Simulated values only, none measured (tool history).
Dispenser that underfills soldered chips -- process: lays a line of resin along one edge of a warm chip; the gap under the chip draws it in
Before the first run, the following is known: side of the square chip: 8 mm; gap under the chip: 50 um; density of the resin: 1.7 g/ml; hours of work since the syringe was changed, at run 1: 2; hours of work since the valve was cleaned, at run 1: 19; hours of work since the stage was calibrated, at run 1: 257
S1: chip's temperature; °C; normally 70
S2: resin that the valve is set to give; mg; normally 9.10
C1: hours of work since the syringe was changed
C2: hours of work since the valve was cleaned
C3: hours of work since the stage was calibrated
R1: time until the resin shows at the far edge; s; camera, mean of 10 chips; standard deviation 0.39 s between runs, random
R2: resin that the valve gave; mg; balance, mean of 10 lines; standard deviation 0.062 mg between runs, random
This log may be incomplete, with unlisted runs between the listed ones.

run	hour	S1	S2	C1	C2	C3	R1	R2
1	0.0	70	9.10	2	19	257	27.4	8.96
2	5.7	69	9.10	6	24	261	34.7	9.01
3	11.9	77	9.10	11	28	266	28.9	8.88
# hour 13.3: new syringe of resin
4	17.8	77	9.10	3	32	270	21.9	8.94
5	27.3	70	9.10	10	39	277	40.2	8.82
# hour 29.5: new syringe of resin
6	37.2	67	9.10	6	46	284	37.7	8.72
7	43.2	67	9.10	10	51	289	46.1	8.72
# hour 45.8: new syringe of resin
8	49.8	67	8.11	3	56	293	33.9	7.89
9	57.5	70	9.10	9	61	299	36.8	8.79
# hour 62.0: new syringe of resin
10	63.6	70	9.10	1	66	303	27.4	8.66
11	69.1	70	9.10	5	70	307	33.1	8.80
12	76.9	70	11.15	11	75	313	40.5	10.61
# hour 78.2: new syringe of resin
13	84.1	70	9.10	4	80	318	31.9	8.65
14	90.3	70	9.10	9	85	323	37.7	8.55
# hour 94.4: new syringe of resin
15	98.2	70	9.10	3	91	328	30.7	8.67
16	105.2	73	9.10	8	96	334	31.8	8.49
# hour 110.8: new syringe of resin
17	110.9	73	9.10	0	100	338	23.3	8.60
18	116.5	70	9.10	4	104	342	31.8	8.44
19	122.3	70	9.10	9	108	346	37.8	8.39
# hour 127.0: new syringe of resin
20	127.8	66	11.51	1	112	350	32.7	10.74
21	133.7	66	11.51	5	117	354	39.0	10.70
22	140.7	65	9.97	10	122	359	50.7	9.22
# hour 143.0: new syringe of resin
23	145.0	65	9.97	2	125	362	34.6	9.19
24	151.3	56	10.99	6	129	367	67.0	10.32
# hour 156.4: dispensing valve cleaned and set on the balance
# hour 160.2: new syringe of resin
25	162.2	70	8.90	1	4	374	27.8	8.95
26	171.8	65	8.52	9	11	381	47.6	8.56
# hour 176.7: new syringe of resin
27	177.6	65	9.54	1	15	385	34.3	9.56
28	184.7	66	7.82	6	20	391	41.2	7.74
29	189.6	85	8.18	10	24	394	19.3	8.17
# hour 192.9: new syringe of resin
30	196.7	66	10.33	3	29	399	35.8	10.18
31	203.2	66	10.33	8	34	404	43.7	10.13
# hour 208.9: new syringe of resin
32	208.9	72	9.02	0	38	408	23.3	8.82
33	213.6	79	10.40	4	41	411	19.4	10.21
34	219.6	66	9.71	8	46	416	43.5	9.57
# hour 225.1: new syringe of resin
35	225.3	66	9.71	0	50	420	33.4	9.52

Take each entry between the runs: how does the hidden state at the last listed run before it differ from the hidden state at the first listed run after it?
Runs 3 to 4: new syringe of resin (hour 13.3)
  resin's viscosity, % of fresh resin's: 152.4 -> 115.6; dose that the valve gives, % of what is set: 98.03 -> 97.8; true chip temperature over the reading, C: -0.61 -> -0.62
  difference, measured minus the result without the unlogged condition, R1: +10.4 -> +3.5 s; R2: -0.18 -> -0.20 mg
Runs 5 to 6: new syringe of resin (hour 29.5)
  resin's viscosity, % of fresh resin's: 153.3 -> 126.8; dose that the valve gives, % of what is set: 97.37 -> 96.98; true chip temperature over the reading, C: -0.63 -> -0.64
  difference, measured minus the result without the unlogged condition, R1: +14.8 -> +9.1 s; R2: -0.24 -> -0.27 mg
Runs 7 to 8: new syringe of resin (hour 45.8)
  resin's viscosity, % of fresh resin's: 151.3 -> 111; dose that the valve gives, % of what is set: 96.72 -> 96.47; true chip temperature over the reading, C: -0.65 -> -0.66
  difference, measured minus the result without the unlogged condition, R1: +16.7 -> +4.6 s; R2: -0.29 -> -0.29 mg
Runs 9 to 10: new syringe of resin (hour 62.0)
  resin's viscosity, % of fresh resin's: 139.6 -> 106.3; dose that the valve gives, % of what is set: 96.13 -> 95.87; true chip temperature over the reading, C: -0.67 -> -0.68
  difference, measured minus the result without the unlogged condition, R1: +11.2 -> +2.7 s; R2: -0.35 -> -0.38 mg
Runs 12 to 13: new syringe of resin (hour 78.2)
  resin's viscosity, % of fresh resin's: 157.4 -> 119.1; dose that the valve gives, % of what is set: 95.31 -> 94.97; true chip temperature over the reading, C: -0.7 -> -0.71
  difference, measured minus the result without the unlogged condition, R1: +15.9 -> +6.2 s; R2: -0.52 -> -0.46 mg
Runs 14 to 15: new syringe of resin (hour 94.4)
  resin's viscosity, % of fresh resin's: 143.1 -> 113; dose that the valve gives, % of what is set: 94.73 -> 94.39; true chip temperature over the reading, C: -0.72 -> -0.74
  difference, measured minus the result without the unlogged condition, R1: +12.4 -> +4.6 s; R2: -0.48 -> -0.51 mg
Runs 16 to 17: new syringe of resin (hour 110.8)
  resin's viscosity, % of fresh resin's: 138.9 -> 101.8; dose that the valve gives, % of what is set: 94.11 -> 93.89; true chip temperature over the reading, C: -0.75 -> -0.76
  difference, measured minus the result without the unlogged condition, R1: +9.8 -> +1.4 s; R2: -0.53 -> -0.56 mg
Runs 19 to 20: new syringe of resin (hour 127.0)
  resin's viscosity, % of fresh resin's: 142.8 -> 103.7; dose that the valve gives, % of what is set: 93.43 -> 93.2
  difference, measured minus the result without the unlogged condition, R1: +12.4 -> +2.5 s; R2: -0.59 -> -0.78 mg
Runs 22 to 23: new syringe of resin (hour 143.0)
  resin's viscosity, % of fresh resin's: 152 -> 105.7; dose that the valve gives, % of what is set: 92.63 -> 92.46; true chip temperature over the reading, C: -0.8 -> -0.81
  difference, measured minus the result without the unlogged condition, R1: +18.9 -> +3.3 s; R2: -0.73 -> -0.76 mg
Runs 24 to 25: dispensing valve cleaned and set on the balance (hour 156.4); new syringe of resin (hour 160.2)
  resin's viscosity, % of fresh resin's: 127 -> 106.5; dose that the valve gives, % of what is set: 92.21 -> 100.24; true chip temperature over the reading, C: -0.82 -> -0.83
  difference, measured minus the result without the unlogged condition, R1: +16.7 -> +2.7 s; R2: -0.86 -> +0.03 mg
Runs 26 to 27: new syringe of resin (hour 176.7)
  resin's viscosity, % of fresh resin's: 141.5 -> 102.4; dose that the valve gives, % of what is set: 99.82 -> 99.6; true chip temperature over the reading, C: -0.85 -> -0.86
  difference, measured minus the result without the unlogged condition, R1: +15.4 -> +2.2 s; R2: -0.01 -> -0.04 mg
Runs 29 to 30: new syringe of resin (hour 192.9)
  resin's viscosity, % of fresh resin's: 146.4 -> 111; dose that the valve gives, % of what is set: 99.09 -> 98.79; true chip temperature over the reading, C: -0.88 -> -0.89
  difference, measured minus the result without the unlogged condition, R1: +6.6 -> +5.0 s; R2: -0.08 -> -0.13 mg
Runs 31 to 32: new syringe of resin (hour 208.9)
  resin's viscosity, % of fresh resin's: 134.7 -> 99.4; dose that the valve gives, % of what is set: 98.52 -> 98.28; true chip temperature over the reading, C: -0.9 -> -0.91
  difference, measured minus the result without the unlogged condition, R1: +12.7 -> +1.0 s; R2: -0.15 -> -0.15 mg
Runs 34 to 35: new syringe of resin (hour 225.1)
  resin's viscosity, % of fresh resin's: 136.5 -> 102.6; dose that the valve gives, % of what is set: 97.81 -> 97.59; true chip temperature over the reading, C: -0.92 -> -0.93
  difference, measured minus the result without the unlogged condition, R1: +13.1 -> +2.3 s; R2: -0.21 -> -0.23 mg
